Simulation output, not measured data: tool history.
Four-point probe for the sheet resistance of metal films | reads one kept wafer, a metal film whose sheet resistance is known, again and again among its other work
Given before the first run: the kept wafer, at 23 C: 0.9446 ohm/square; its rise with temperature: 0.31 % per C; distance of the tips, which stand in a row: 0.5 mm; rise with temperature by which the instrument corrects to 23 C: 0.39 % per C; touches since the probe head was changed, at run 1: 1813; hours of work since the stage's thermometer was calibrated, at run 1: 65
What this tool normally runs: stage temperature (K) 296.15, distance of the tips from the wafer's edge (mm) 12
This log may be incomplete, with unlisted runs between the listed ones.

run,hour,stage temperature (K),distance of the tips from the wafer's edge (mm),touches since the probe head was changed,hours of work since the stage's thermometer was calibrated,sheet resistance as the instrument gives it (ohm/square)
1,0.0,296.15,12,1813,65,0.947543
2,35.7,296.15,12,2138,80,0.947728
3,70.1,300.15,12,2451,94,0.944583
4,88.1,300.15,12,2615,102,0.944816
5,116.8,295.15,12,2876,114,0.948117
6,150.4,295.15,12,3182,128,0.948728
7,190.6,295.15,12,3548,145,0.948667
8,219.9,291.15,12,3815,157,0.951600
9,255.2,291.15,12,4135,172,0.951936
10,279.4,291.15,12,4356,182,0.952037
11,316.1,291.15,12,4690,197,0.951855
12,336.1,291.15,12,4872,206,0.951583
13,366.0,296.15,44,5144,218,0.947228
14,407.2,296.15,44,5519,235,0.947002
15,444.8,296.15,44,5861,251,0.947549
16,472.8,296.15,44,6115,263,0.947464
17,498.7,296.15,44,6352,274,0.947572
18,524.1,296.15,4,6583,284,0.955256
19,554.8,296.15,4,6862,297,0.955550
20,572.5,296.15,4,7023,304,0.955003
21,589.8,302.15,4,7181,312,0.950825
22,617.0,292.15,12,7428,323,0.951187
23,638.0,292.15,12,7619,332,0.951385
# hour 640.5: stage's thermometer calibrated
24,670.0,297.15,58,7906,12,0.946903
25,699.7,295.15,17,8176,25,0.948826
26,720.0,305.15,8,8361,33,0.942854
27,744.0,305.15,8,8580,43,0.942837
28,778.5,295.15,14,8894,58,0.949004
29,801.1,297.15,55,9099,67,0.947132
30,839.0,306.15,13,9443,83,0.941002
31,866.6,301.15,32,9695,95,0.944362
# hour 884.6: stage's thermometer calibrated, once more
32,889.1,301.15,24,9895,2,0.943336
33,925.6,304.15,6,10227,17,0.945116
34,945.4,300.15,26,10407,25,0.944263
35,985.0,299.15,9,10767,42,0.946684
36,1014.8,299.15,53,11039,54,0.944943
37,1041.8,299.15,11,11284,66,0.946230
38,1059.6,299.15,11,11446,73,0.946449
39,1077.6,295.15,34,11610,81,0.948290
40,1106.6,301.15,73,11874,93,0.943811
41,1146.6,296.15,32,12238,109,0.947573
42,1186.2,306.15,5,12599,126,0.944918
43,1220.7,306.15,5,12913,140,0.945359
44,1240.9,291.15,45,13096,149,0.951244
45,1273.8,296.15,11,13396,163,0.949109

Predict each of these 4 candidate next runs independently; none follows another, all start after run 45:
A,1294.2,296.15,6,13582,171,?
B,1294.2,300.15,24,13582,171,?
C,1294.2,294.15,11,13582,171,?
D,1294.2,296.15,4,13582,171,?

run,sheet resistance as the instrument gives it (ohm/square)
A,0.951227
B,0.944643
C,0.950124
D,0.955236
Without the tool's hidden state the same runs would have given:
run,sheet resistance as the instrument gives it (ohm/square)
A,0.948170
B,0.941611
C,0.947068
D,0.952168
